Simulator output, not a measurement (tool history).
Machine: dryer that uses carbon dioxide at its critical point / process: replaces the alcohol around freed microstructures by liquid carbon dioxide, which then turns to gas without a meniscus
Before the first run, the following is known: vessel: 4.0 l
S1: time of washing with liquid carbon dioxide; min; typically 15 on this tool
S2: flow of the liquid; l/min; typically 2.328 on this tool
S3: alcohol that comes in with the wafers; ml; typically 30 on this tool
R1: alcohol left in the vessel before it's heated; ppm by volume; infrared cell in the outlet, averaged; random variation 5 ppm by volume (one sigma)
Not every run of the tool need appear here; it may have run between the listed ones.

Run 1, hour 0.0: usual settings. Result: R1 64 ppm by volume.
Run 2, hour 21.0: usual settings. Result: R1 66 ppm by volume.
Run 3, hour 50.2: usual settings but S1 11 min. Result: R1 105 ppm by volume.
Run 4, hour 64.5: usual settings but S1 11 min. Result: R1 112 ppm by volume.
Run 5, hour 85.0: usual settings but S1 11 min. Result: R1 119 ppm by volume.
Run 6, hour 110.7: usual settings but S1 11 min. Result: R1 135 ppm by volume.
Run 7, hour 135.1: usual settings but S1 11 min. Result: R1 122 ppm by volume.
Run 8, hour 151.3: usual settings but S1 11 min. Result: R1 135 ppm by volume.
At hour 153.7: inlet filter changed.
Run 9, hour 181.9: usual settings but S1 11 min. Result: R1 129 ppm by volume.
Run 10, hour 211.7: usual settings but S1 11 min. Result: R1 126 ppm by volume.
Run 11, hour 229.4: usual settings but S1 11 min. Result: R1 140 ppm by volume.
Run 12, hour 242.3: usual settings. Result: R1 114 ppm by volume.
Run 13, hour 271.0: usual settings. Result: R1 123 ppm by volume.
Run 14, hour 298.2: usual settings. Result: R1 131 ppm by volume.
Run 15, hour 321.6: usual settings but S1 22 min, S3 27 ml. Result: R1 114 ppm by volume.
Run 16, hour 346.6: usual settings but S1 22 min, S3 27 ml. Result: R1 125 ppm by volume.
Run 17, hour 367.6: usual settings but S1 22 min, S3 27 ml. Result: R1 124 ppm by volume.
Run 18, hour 395.4: usual settings but S1 22 min, S2 1.570 l/min, S3 27 ml. Result: R1 128 ppm by volume.
Run 19, hour 408.6: usual settings but S1 11 min, S2 1.570 l/min, S3 40 ml. Result: R1 396 ppm by volume.
Run 20, hour 431.8: usual settings but S1 11 min, S2 1.570 l/min, S3 40 ml. Result: R1 418 ppm by volume.
Run 21, hour 446.2: usual settings but S1 11 min, S2 1.570 l/min, S3 28 ml. Result: R1 333 ppm by volume.
Run 22, hour 474.3: usual settings but S1 11 min, S2 1.570 l/min, S3 28 ml. Result: R1 346 ppm by volume.
Run 23, hour 487.4: usual settings but S1 11 min, S2 1.570 l/min, S3 28 ml. Result: R1 361 ppm by volume.
Run 24, hour 513.8: usual settings but S1 22 min, S2 2.290 l/min, S3 28 ml. Result: R1 157 ppm by volume.
Run 25, hour 539.2: usual settings but S1 22 min, S2 1.420 l/min, S3 27 ml. Result: R1 179 ppm by volume.
Run 26, hour 568.0: usual settings but S1 22 min, S2 1.420 l/min, S3 27 ml. Result: R1 181 ppm by volume.
Run 27, hour 590.0: usual settings but S1 22 min, S2 3.920 l/min, S3 36 ml. Result: R1 171 ppm by volume.
Run 28, hour 615.7: usual settings but S1 22 min, S2 2.060 l/min, S3 48 ml. Result: R1 177 ppm by volume.

Difference, measured minus no-hidden-state, one row per run. Run-to-run variation is common to both terms; the gauge's own scatter need not be:
The hidden state here: flow that reaches the vessel past the clogged filter, %; alcohol in the recycled carbon dioxide, ppm; drift of the gauge itself on alcohol_ppm, %.
run    R1
  1   +50
  2   +54
  3   +76
  4   +77
  5   +86
  6   +93
  7   +95
  8  +103
  9   +86
 10   +93
 11  +100
 12   +96
 13  +105
 14  +108
 15  +111
 16  +118
 17  +122
 18  +128
 19  +167
 20  +181
 21  +166
 22  +178
 23  +184
 24  +151
 25  +165
 26  +169
 27  +171
 28  +176
